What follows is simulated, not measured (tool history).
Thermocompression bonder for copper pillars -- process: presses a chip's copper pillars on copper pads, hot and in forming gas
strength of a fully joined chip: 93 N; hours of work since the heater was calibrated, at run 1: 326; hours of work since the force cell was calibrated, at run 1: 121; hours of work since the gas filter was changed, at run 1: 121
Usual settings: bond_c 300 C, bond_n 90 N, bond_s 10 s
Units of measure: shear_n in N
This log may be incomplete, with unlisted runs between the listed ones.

run	hour	bond_c	bond_n	bond_s	hours of work since the heater was calibrated	hours of work since the force cell was calibrated	hours of work since the gas filter was changed	shear_n
1	0.0	300	90	10	326	121	121	44.9
2	17.3	300	90	6	339	133	133	36.7
3	46.4	300	90	24	360	154	154	59.2
4	85.6	300	90	24	388	182	182	58.7
# hour 100.4: forming gas filter changed
5	105.2	300	90	10	401	195	3	46.3
6	140.3	300	63	10	426	221	29	33.2
7	157.1	300	63	10	438	232	40	33.3
8	188.3	300	90	30	461	255	63	64.5
9	215.3	270	90	30	480	274	82	53.1
10	246.8	270	90	30	503	297	105	52.1
11	284.5	300	90	27	530	324	132	60.9
12	309.6	300	90	27	547	341	149	62.3
13	344.7	300	90	27	573	367	175	62.2
# hour 370.2: forming gas filter changed
14	380.8	300	90	27	598	392	8	65.0
15	419.7	300	90	27	626	420	35	64.9
16	449.1	300	90	27	647	441	56	64.6
17	489.4	300	90	27	676	470	85	64.1
18	512.0	300	90	27	692	486	101	64.3
19	536.8	300	54	10	709	504	119	29.5
20	568.8	300	117	10	732	526	142	57.9
21	589.3	300	85	10	747	541	157	45.1
22	619.0	283	71	9	768	562	178	32.3
# hour 640.4: forming gas filter changed
23	641.4	283	71	9	784	578	1	33.1
24	658.5	283	58	5	796	590	13	21.0
25	679.2	276	93	16	811	605	28	49.8
26	697.9	276	93	16	824	618	41	49.6
27	719.7	313	112	7	840	634	57	56.9
28	753.6	295	90	7	864	658	81	41.9
29	779.3	295	90	7	882	677	99	41.9
30	798.4	295	100	5	896	690	113	41.0
31	821.5	300	76	14	913	707	129	47.0
32	844.1	288	90	11	929	723	146	46.5
# hour 853.8: heater calibrated with a thermocouple chip
33	879.6	300	54	9	18	747	170	25.8
# hour 910.3: forming gas filter changed
34	911.9	300	54	9	41	770	1	27.7
35	949.8	300	54	9	68	797	28	27.3
36	989.0	280	118	10	96	825	56	50.4
37	1029.2	321	90	27	125	853	85	70.0
38	1052.3	321	75	27	142	870	102	63.3
39	1091.1	299	75	5	169	898	129	29.3

Each row is a separate what-if for the run after 39, all from the same tool condition, not one after another. Results?
A	1130.3	328	104	25	197	926	157	?
B	1130.3	300	68	21	197	926	157	?
C	1130.3	326	90	13	197	926	157	?
D	1130.3	302	82	17	197	926	157	?

run	shear_n
A	75.1
B	46.1
C	59.6
D	51.6
Had the tool no hidden state, the same runs would have come out as:
run	shear_n
A	74.0
B	43.6
C	57.2
D	49.1
